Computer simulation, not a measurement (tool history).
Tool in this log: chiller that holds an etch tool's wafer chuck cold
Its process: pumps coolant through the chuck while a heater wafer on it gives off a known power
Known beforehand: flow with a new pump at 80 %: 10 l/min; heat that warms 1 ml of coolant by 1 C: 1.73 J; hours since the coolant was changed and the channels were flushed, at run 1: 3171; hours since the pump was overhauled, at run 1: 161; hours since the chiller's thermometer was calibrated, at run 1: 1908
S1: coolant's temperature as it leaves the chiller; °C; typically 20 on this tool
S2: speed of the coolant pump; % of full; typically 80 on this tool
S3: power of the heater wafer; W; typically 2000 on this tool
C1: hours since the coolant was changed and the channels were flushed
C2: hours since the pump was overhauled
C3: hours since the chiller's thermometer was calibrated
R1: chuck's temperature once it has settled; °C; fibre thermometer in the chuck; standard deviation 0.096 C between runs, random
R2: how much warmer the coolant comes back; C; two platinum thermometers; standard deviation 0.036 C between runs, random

{"run": 1, "hour": 0.0, "S1": 20, "S2": 80, "S3": 2000, "C1": 3171, "C2": 161, "C3": 1908, "R1": 33.51, "R2": 6.95}
{"run": 2, "hour": 55.0, "S1": 20, "S2": 80, "S3": 2000, "C1": 3226, "C2": 216, "C3": 1963, "R1": 33.51, "R2": 6.95}
{"run": 3, "hour": 112.5, "S1": 20, "S2": 80, "S3": 2000, "C1": 3283, "C2": 273, "C3": 2021, "R1": 33.34, "R2": 6.92}
{"run": 4, "hour": 189.0, "S1": 20, "S2": 80, "S3": 2000, "C1": 3360, "C2": 350, "C3": 2097, "R1": 33.45, "R2": 6.9}
{"run": 5, "hour": 252.5, "S1": 20, "S2": 80, "S3": 2000, "C1": 3423, "C2": 413, "C3": 2161, "R1": 33.44, "R2": 6.89}
{"run": 6, "hour": 326.4, "S1": 20, "S2": 94, "S3": 2000, "C1": 3497, "C2": 487, "C3": 2235, "R1": 31.45, "R2": 5.72}
{"run": 7, "hour": 386.7, "S1": 20, "S2": 94, "S3": 2000, "C1": 3557, "C2": 547, "C3": 2295, "R1": 31.57, "R2": 5.69}
{"run": 8, "hour": 457.8, "S1": 20, "S2": 94, "S3": 2000, "C1": 3628, "C2": 618, "C3": 2366, "R1": 31.54, "R2": 5.58}
{"run": 9, "hour": 509.3, "S1": 20, "S2": 94, "S3": 2000, "C1": 3680, "C2": 670, "C3": 2417, "R1": 31.5, "R2": 5.72}
{"run": 10, "hour": 591.5, "S1": 25, "S2": 94, "S3": 2000, "C1": 3762, "C2": 752, "C3": 2500, "R1": 36.48, "R2": 5.6}
{"run": 11, "hour": 654.6, "S1": 25, "S2": 94, "S3": 2000, "C1": 3825, "C2": 815, "C3": 2563, "R1": 36.53, "R2": 5.58}
{"hour": 702.2, "done": "chiller's thermometer calibrated"}
{"run": 12, "hour": 714.8, "S1": 25, "S2": 94, "S3": 2000, "C1": 3884, "C2": 874, "C3": 13, "R1": 36.56, "R2": 5.62}
{"run": 13, "hour": 790.3, "S1": 25, "S2": 94, "S3": 2000, "C1": 3960, "C2": 950, "C3": 88, "R1": 36.33, "R2": 5.62}
{"run": 14, "hour": 868.5, "S1": 25, "S2": 94, "S3": 2000, "C1": 4038, "C2": 1028, "C3": 166, "R1": 36.42, "R2": 5.58}
{"run": 15, "hour": 937.4, "S1": 25, "S2": 94, "S3": 2000, "C1": 4107, "C2": 1097, "C3": 235, "R1": 36.29, "R2": 5.55}
{"run": 16, "hour": 983.7, "S1": 10, "S2": 71, "S3": 1934, "C1": 4153, "C2": 1143, "C3": 281, "R1": 24.54, "R2": 7.46}
{"run": 17, "hour": 1065.2, "S1": 18, "S2": 83, "S3": 1244, "C1": 4235, "C2": 1225, "C3": 363, "R1": 26.11, "R2": 3.9}
{"run": 18, "hour": 1120.4, "S1": 18, "S2": 83, "S3": 1244, "C1": 4290, "C2": 1280, "C3": 418, "R1": 25.96, "R2": 3.95}
{"run": 19, "hour": 1155.4, "S1": 18, "S2": 83, "S3": 1244, "C1": 4325, "C2": 1315, "C3": 453, "R1": 26.07, "R2": 3.94}
{"run": 20, "hour": 1216.5, "S1": 20, "S2": 80, "S3": 2898, "C1": 4386, "C2": 1376, "C3": 514, "R1": 39.54, "R2": 9.79}
{"run": 21, "hour": 1284.6, "S1": 20, "S2": 63, "S3": 1463, "C1": 4454, "C2": 1444, "C3": 582, "R1": 32.38, "R2": 6.33}
{"run": 22, "hour": 1338.7, "S1": 20, "S2": 64, "S3": 1463, "C1": 4508, "C2": 1498, "C3": 636, "R1": 32.35, "R2": 6.27}
{"run": 23, "hour": 1409.0, "S1": 20, "S2": 70, "S3": 1240, "C1": 4579, "C2": 1569, "C3": 707, "R1": 29.49, "R2": 4.68}
{"run": 24, "hour": 1485.6, "S1": 10, "S2": 70, "S3": 2260, "C1": 4655, "C2": 1645, "C3": 783, "R1": 27.34, "R2": 8.78}

Some steps in R2 between neighbouring runs. How much of each would the tool show without its hidden state too (settings, what came in, random variation), and how much is left for the hidden state, with any gauge scatter that isn't in both results?
The hidden state here: heat passed by the chuck's channels, % of clean ones'; flow at a given pump speed, % of a new pump's; coolant's true temperature over the reading, C; drift of the gauge itself on chuck_c, C; drift of the gauge itself on warmer_back_c, C.
Run 3 -> 4: settings left as they were, no log entry in between. R2 -0.02 C: hidden state -0.02, all else +0.00.
Run 16 -> 17: S1 10 -> 18, S2 71 -> 83, S3 1934 -> 1244. R2 -3.56 C: hidden state -0.03, all else -3.53.
Run 19 -> 20: S1 18 -> 20, S2 83 -> 80, S3 1244 -> 2898. R2 +5.85 C: hidden state -0.01, all else +5.86.
Run 23 -> 24: S1 20 -> 10, S3 1240 -> 2260. R2 +4.10 C: hidden state -0.02, all else +4.12.
